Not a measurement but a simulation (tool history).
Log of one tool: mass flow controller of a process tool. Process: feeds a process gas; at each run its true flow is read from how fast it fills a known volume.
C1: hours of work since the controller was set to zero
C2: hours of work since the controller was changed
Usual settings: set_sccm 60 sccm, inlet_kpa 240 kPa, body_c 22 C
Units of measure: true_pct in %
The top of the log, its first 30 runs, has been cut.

run 31 hour=2962.5 | set_sccm=49 inlet_kpa=171 body_c=22 | C1=2403 C2=2403 | true_pct=99.91
-- hour=3051.1 gauge calibrated
run 32 hour=3086.8 | set_sccm=34 inlet_kpa=240 body_c=26 | C1=2446 C2=2446 | true_pct=97.34
run 33 hour=3184.2 | set_sccm=41 inlet_kpa=185 body_c=30 | C1=2479 C2=2479 | true_pct=97.99
run 34 hour=3282.6 | set_sccm=41 inlet_kpa=185 body_c=30 | C1=2513 C2=2513 | true_pct=98.05
run 35 hour=3421.8 | set_sccm=41 inlet_kpa=185 body_c=30 | C1=2561 C2=2561 | true_pct=98.35
run 36 hour=3543.0 | set_sccm=60 inlet_kpa=246 body_c=23 | C1=2603 C2=2603 | true_pct=97.90
run 37 hour=3658.2 | set_sccm=60 inlet_kpa=246 body_c=23 | C1=2643 C2=2643 | true_pct=98.04
run 38 hour=3759.2 | set_sccm=149 inlet_kpa=262 body_c=22 | C1=2677 C2=2677 | true_pct=99.37
run 39 hour=3843.3 | set_sccm=149 inlet_kpa=262 body_c=22 | C1=2706 C2=2706 | true_pct=99.55
run 40 hour=3910.1 | set_sccm=149 inlet_kpa=262 body_c=22 | C1=2729 C2=2729 | true_pct=99.70
run 41 hour=3991.9 | set_sccm=60 inlet_kpa=240 body_c=22 | C1=2757 C2=2757 | true_pct=98.34
run 42 hour=4122.9 | set_sccm=51 inlet_kpa=270 body_c=25 | C1=2803 C2=2803 | true_pct=98.36
run 43 hour=4266.8 | set_sccm=36 inlet_kpa=181 body_c=29 | C1=2852 C2=2852 | true_pct=98.79
run 44 hour=4385.9 | set_sccm=199 inlet_kpa=181 body_c=29 | C1=2893 C2=2893 | true_pct=101.55
run 45 hour=4516.0 | set_sccm=34 inlet_kpa=172 body_c=25 | C1=2938 C2=2938 | true_pct=98.66
run 46 hour=4582.6 | set_sccm=34 inlet_kpa=172 body_c=25 | C1=2961 C2=2961 | true_pct=98.74

What if the next run were any one of these 3? Each begins from the tool's condition after run 46:
run A hour=4684.5 | set_sccm=34 inlet_kpa=172 body_c=35 | C1=2996 C2=2996 | true_pct=?
run B hour=4684.5 | set_sccm=34 inlet_kpa=172 body_c=24 | C1=2996 C2=2996 | true_pct=?
run C hour=4684.5 | set_sccm=23 inlet_kpa=230 body_c=27 | C1=2996 C2=2996 | true_pct=?

run=A true_pct=99.64
run=B true_pct=98.77
run=C true_pct=98.70
With the hidden condition removed and each run's random variation left untouched, the same runs would have given:
run=A true_pct=98.29
run=B true_pct=97.44
run=C true_pct=97.36
